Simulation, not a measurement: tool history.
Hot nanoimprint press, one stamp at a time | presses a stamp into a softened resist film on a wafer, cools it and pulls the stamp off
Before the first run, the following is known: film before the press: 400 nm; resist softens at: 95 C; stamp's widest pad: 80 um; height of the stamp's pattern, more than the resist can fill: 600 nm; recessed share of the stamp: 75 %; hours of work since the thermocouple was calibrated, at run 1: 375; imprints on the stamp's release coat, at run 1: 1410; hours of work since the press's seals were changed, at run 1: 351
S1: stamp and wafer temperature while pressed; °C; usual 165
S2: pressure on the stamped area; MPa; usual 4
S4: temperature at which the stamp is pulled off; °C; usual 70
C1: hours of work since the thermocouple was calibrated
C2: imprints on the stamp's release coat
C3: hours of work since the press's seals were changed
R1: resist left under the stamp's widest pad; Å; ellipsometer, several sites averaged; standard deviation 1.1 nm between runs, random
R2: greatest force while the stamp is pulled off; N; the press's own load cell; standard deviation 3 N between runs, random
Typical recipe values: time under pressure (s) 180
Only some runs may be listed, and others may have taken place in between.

run 1 hour=0 | S1=165 S2=4 time_under_pressure_(s)=180 S4=70 | C1=375 C2=1410 C3=351 | R1=2137 R2=211
run 2 hour=16.4 | S1=165 S2=4 time_under_pressure_(s)=180 S4=70 | C1=383 C2=1464 C3=359 | R1=2159 R2=211
run 3 hour=34.8 | S1=165 S2=4 time_under_pressure_(s)=180 S4=70 | C1=391 C2=1525 C3=367 | R1=2147 R2=213
-- hour=54.2 plate thermocouple calibrated
run 4 hour=69.8 | S1=165 S2=4 time_under_pressure_(s)=180 S4=70 | C1=7 C2=1630 C3=381 | R1=2154 R2=210
run 5 hour=94.2 | S1=165 S2=4 time_under_pressure_(s)=180 S4=70 | C1=18 C2=1710 C3=393 | R1=2155 R2=214
run 6 hour=130.3 | S1=170 S2=4 time_under_pressure_(s)=180 S4=70 | C1=34 C2=1829 C3=409 | R1=1774 R2=211
run 7 hour=156.5 | S1=165 S2=4 time_under_pressure_(s)=180 S4=70 | C1=46 C2=1915 C3=421 | R1=2140 R2=218
-- hour=173.1 stamp cleaned and given a new release coat
run 8 hour=188.4 | S1=165 S2=4 time_under_pressure_(s)=180 S4=70 | C1=58 C2=50 C3=432 | R1=2174 R2=215
run 9 hour=207.7 | S1=165 S2=4 time_under_pressure_(s)=180 S4=70 | C1=67 C2=114 C3=441 | R1=2158 R2=208
run 10 hour=245 | S1=165 S2=4 time_under_pressure_(s)=180 S4=70 | C1=83 C2=236 C3=458 | R1=2145 R2=208
run 11 hour=261.2 | S1=165 S2=2.92 time_under_pressure_(s)=180 S4=75 | C1=91 C2=290 C3=465 | R1=2405 R2=186
run 12 hour=284.7 | S1=169 S2=5.41 time_under_pressure_(s)=148 S4=69 | C1=101 C2=367 C3=476 | R1=1786 R2=213
run 13 hour=311.6 | S1=169 S2=3.17 time_under_pressure_(s)=254 S4=69 | C1=114 C2=455 C3=488 | R1=1782 R2=221
run 14 hour=339.2 | S1=169 S2=3.17 time_under_pressure_(s)=254 S4=69 | C1=126 C2=546 C3=500 | R1=1772 R2=217
run 15 hour=357.7 | S1=169 S2=3.17 time_under_pressure_(s)=254 S4=69 | C1=134 C2=607 C3=509 | R1=1766 R2=215
run 16 hour=391 | S1=173 S2=3.17 time_under_pressure_(s)=254 S4=74 | C1=149 C2=716 C3=524 | R1=1531 R2=196
run 17 hour=422.6 | S1=165 S2=4.23 time_under_pressure_(s)=206 S4=70 | C1=164 C2=820 C3=538 | R1=2002 R2=215
run 18 hour=448.7 | S1=177 S2=4 time_under_pressure_(s)=180 S4=57 | C1=175 C2=906 C3=550 | R1=1381 R2=260
run 19 hour=464.9 | S1=164 S2=2.7 time_under_pressure_(s)=180 S4=57 | C1=183 C2=959 C3=557 | R1=2535 R2=270

Below are 5 alternative next runs, each starting from the tool's condition after run 19. Predict each:
run A hour=487.5 | S1=168 S2=2.7 time_under_pressure_(s)=341 S4=57 | C1=193 C2=1033 C3=567 | R1=? R2=?
run B hour=487.5 | S1=159 S2=4.48 time_under_pressure_(s)=180 S4=76 | C1=193 C2=1033 C3=567 | R1=? R2=?
run C hour=487.5 | S1=160 S2=4.01 time_under_pressure_(s)=180 S4=70 | C1=193 C2=1033 C3=567 | R1=? R2=?
run D hour=487.5 | S1=174 S2=2.7 time_under_pressure_(s)=171 S4=57 | C1=193 C2=1033 C3=567 | R1=? R2=?
run E hour=487.5 | S1=164 S2=4 time_under_pressure_(s)=140 S4=65 | C1=193 C2=1033 C3=567 | R1=? R2=?

run=A R1=1761 R2=270
run=B R1=2574 R2=184
run=C R1=2552 R2=214
run=D R1=1824 R2=270
run=E R1=2437 R2=234
Had the tool no hidden state, the same runs would have come out as:
run=A R1=1760 R2=269
run=B R1=2573 R2=184
run=C R1=2551 R2=213
run=D R1=1823 R2=270
run=E R1=2436 R2=234
